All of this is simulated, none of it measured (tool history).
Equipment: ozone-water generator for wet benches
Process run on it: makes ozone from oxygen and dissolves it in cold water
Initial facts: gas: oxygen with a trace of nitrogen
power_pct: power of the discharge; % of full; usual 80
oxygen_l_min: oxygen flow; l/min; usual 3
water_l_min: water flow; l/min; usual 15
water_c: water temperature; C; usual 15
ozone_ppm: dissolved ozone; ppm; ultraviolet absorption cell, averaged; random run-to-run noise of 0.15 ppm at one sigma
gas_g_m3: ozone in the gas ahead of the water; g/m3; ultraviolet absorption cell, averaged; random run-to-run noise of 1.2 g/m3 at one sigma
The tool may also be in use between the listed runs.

run	hour	power_pct	oxygen_l_min	water_l_min	water_c	ozone_ppm	gas_g_m3
1	0	80	3	15	15	17.7	213.3
2	17.4	80	3	15	15	18	209.8
3	31.6	80	3	15	15	17.9	214.1
4	51.1	80	3	15	15	17.7	211.9
5	67.2	80	3	15	15	17.9	213.5
6	90.4	80	3	15	15	17.6	212.6
7	105.7	80	3	15	15	17.8	213.3
8	135.6	80	3	15	15	17.8	212.1
9	150.3	48	3	15	15	11.1	131.4
10	176.2	48	2.93	15	15	11	133.1
11	198.8	48	2.93	15	15	10.9	134.2
12	213.9	75	4.94	12	18	20.8	165.2
13	232.4	75	4.94	12	18	20.9	163.7
14	254.9	75	4.94	12	18	20.7	162.8
15	271.5	55	1.68	12	17	13.4	190.2
16	289.1	76	3	15	9	17.9	201.1
17	318	54	1.71	18	8	9	187
18	342	76	1.95	16	11	14.5	243.4
19	356.6	76	1.95	16	11	14.6	241.6
20	371	80	3.85	15	14	18.7	191.2
21	396.8	80	2.77	15	15	17.7	219.2

Below are 5 alternative next runs, each starting from the tool's condition after run 21. Predict each:
A	417.8	80	3	20	15	?	?
B	417.8	42	3.71	15	15	?	?
C	417.8	80	2.77	14	12	?	?
D	417.8	45	2.77	15	19	?	?
E	417.8	51	5.06	15	9	?	?

run	ozone_ppm	gas_g_m3
A	13.1	212.8
B	10.2	106.6
C	19.1	220.2
D	9.6	128.7
E	13.8	114.1
Take away the tool's hidden state, keep each run's random variation, and the runs would have read:
run	ozone_ppm	gas_g_m3
A	13.1	212.8
B	10.2	106.6
C	19.1	220.3
D	9.6	128.7
E	13.8	114.1

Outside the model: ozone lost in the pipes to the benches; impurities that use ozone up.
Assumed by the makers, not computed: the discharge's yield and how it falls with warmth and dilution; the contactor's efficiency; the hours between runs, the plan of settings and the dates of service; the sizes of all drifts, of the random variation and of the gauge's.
